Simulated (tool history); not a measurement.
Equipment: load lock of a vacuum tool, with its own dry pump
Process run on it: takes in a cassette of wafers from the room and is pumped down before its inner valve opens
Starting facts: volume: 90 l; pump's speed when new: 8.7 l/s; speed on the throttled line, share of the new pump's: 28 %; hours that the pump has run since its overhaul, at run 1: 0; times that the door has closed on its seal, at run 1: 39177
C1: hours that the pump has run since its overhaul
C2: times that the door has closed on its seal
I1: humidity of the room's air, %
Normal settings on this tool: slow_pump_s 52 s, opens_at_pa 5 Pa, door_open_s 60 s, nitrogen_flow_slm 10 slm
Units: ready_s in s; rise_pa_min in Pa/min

Run 1, day 0: usual settings; C1 0; C2 39177; I1 44.9. Result: ready_s 139.9 s, rise_pa_min 0.551 Pa/min.
Run 2, day 19.171: usual settings; C1 460; C2 40556; I1 44.2. Result: ready_s 141 s, rise_pa_min 0.591 Pa/min.
Run 3, day 32.479: usual settings; C1 780; C2 41514; I1 39.1. Result: ready_s 141 s, rise_pa_min 0.62 Pa/min.
Run 4, day 46.517: usual settings; C1 1116; C2 42525; I1 41.7. Result: ready_s 142.1 s, rise_pa_min 0.631 Pa/min.
Run 5, day 67.612: usual settings; C1 1623; C2 44043; I1 42.7. Result: ready_s 141.9 s, rise_pa_min 0.666 Pa/min.
At day 85.262: door's seal changed, seat wiped.
Run 6, day 86.471: usual settings; C1 2074; C2 87; I1 46.3. Result: ready_s 143.1 s, rise_pa_min 0.022 Pa/min.
Run 7, day 98.683: usual settings; C1 2367; C2 966; I1 43.5. Result: ready_s 144 s, rise_pa_min 0.024 Pa/min.
Run 8, day 110.688: usual settings; C1 2655; C2 1830; I1 41.9. Result: ready_s 144 s, rise_pa_min 0.025 Pa/min.
Run 9, day 122.258: usual settings; C1 2933; C2 2663; I1 46.8. Result: ready_s 142.3 s, rise_pa_min 0.031 Pa/min.
Run 10, day 143.158: usual settings but nitrogen_flow_slm 11 slm; C1 3434; C2 4168; I1 45.3. Result: ready_s 144.8 s, rise_pa_min 0.042 Pa/min.
Run 11, day 162.612: usual settings but door_open_s 224 s; C1 3901; C2 5568; I1 43.1. Result: ready_s 146.2 s, rise_pa_min 0.061 Pa/min.
Run 12, day 188.604: usual settings but door_open_s 224 s; C1 4525; C2 7439; I1 45.5. Result: ready_s 147.6 s, rise_pa_min 0.081 Pa/min.

The next listed run, before its measurement:
Run 13, day 210.442: usual settings but door_open_s 224 s; C1 5049; C2 9010; I1 43.1. Result: ready_s ?, rise_pa_min ?.

{"run 13": {"ready_s": 148.1, "rise_pa_min": 0.09}}
On a tool with no hidden condition, and with the same random variation, this run would have come out at ready_s 141.9 s, rise_pa_min 0.031 Pa/min.
